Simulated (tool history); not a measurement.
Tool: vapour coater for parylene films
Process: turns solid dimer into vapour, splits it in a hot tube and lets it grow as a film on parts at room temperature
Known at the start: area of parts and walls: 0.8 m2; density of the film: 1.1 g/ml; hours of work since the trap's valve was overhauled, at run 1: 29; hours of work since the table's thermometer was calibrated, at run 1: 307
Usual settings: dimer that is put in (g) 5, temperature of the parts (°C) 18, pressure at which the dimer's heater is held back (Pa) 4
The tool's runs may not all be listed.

run	hour	dimer that is put in (g)	temperature of the parts (°C)	pressure at which the dimer's heater is held back (Pa)	hours of work since the trap's valve was overhauled	hours of work since the table's thermometer was calibrated	thickness of the film (µm)
1	0	5	18	4	29	307	4.16
2	26.4	5	18	4	52	330	4.08
3	50.4	5	18	4	73	351	4.09
4	92.4	5	18	4	109	387	4.12
5	115	5	18	4	128	406	4.07
6	149.5	5	14	4	158	436	4.64
7	182.7	5	14	4	187	465	4.61
8	202.4	5	14	4	204	482	4.57
9	228.8	5	14	4	226	505	4.63
10	249.7	5	14	4	244	523	4.56
11	275.7	5	18	11.76	267	545	3.83
# hour 282.3: trap's valve overhauled
12	319.9	5	18	3.89	32	580	4.13
13	351.3	5	18	3.89	60	607	4.13
14	385.3	5	18	4	89	636	4.11
15	417.5	5	18	4	117	664	4.12
16	444.5	5	18	4	140	687	4.1
17	473.8	5	18	7.94	165	712	3.94
18	510.4	5	18	4	197	744	4.15
19	534.8	5	18	4	218	765	4.12
20	554.6	5	18	4	235	782	4.18
21	572.7	5	18	5.8	250	798	4.1
# hour 598.7: trap's valve overhauled
22	599	5	18	5.8	0	817	4.06
23	627.9	5	18	5.8	25	842	4.02
24	654.1	2	15	4	48	864	1.81
25	685	3	18	4	74	891	2.47
26	709.7	5	19	5.99	96	912	3.84
27	747.3	5	14	11.34	128	945	4.38
28	771.2	5	22	6.35	149	965	3.57
29	810.8	5	22	6.35	183	999	3.62
# hour 832.2: table's thermometer calibrated
30	850.3	5	10	2.06	216	16	5.43
31	873.8	5	10	2.06	236	36	5.32
# hour 916.2: trap's valve overhauled
32	920	9	18	5.41	3	72	7.35
33	953.4	2	25	2.72	32	101	1.41
34	993	2	25	2.72	66	135	1.35
35	1013.8	3	12	2.72	84	153	2.97
36	1038.2	5	17	4	105	174	4.22
37	1080.9	4	17	4	142	211	3.4
38	1107.3	5	18	4.25	165	234	4.13
39	1135.5	3	18	4	189	258	2.48
40	1175.7	3	18	4	224	293	2.45
41	1196	2	30	4	241	310	1.2
42	1222.4	2	30	4	264	333	1.15
# hour 1232.1: trap's valve overhauled
43	1245	2	30	4	11	349	1.17
44	1266.6	2	20	4.77	30	367	1.54

3 ways to go on from here, each from the tool as it stands after run 44. What would each give?
A	1301.9	8	18	4	60	398	?
B	1301.9	9	19	4	60	398	?
C	1301.9	2	13	4.48	60	398	?

run	thickness of the film (µm)
A	6.75
B	7.23
C	1.91
Without the tool's hidden state the same runs would have given:
run	thickness of the film (µm)
A	6.76
B	7.24
C	1.92
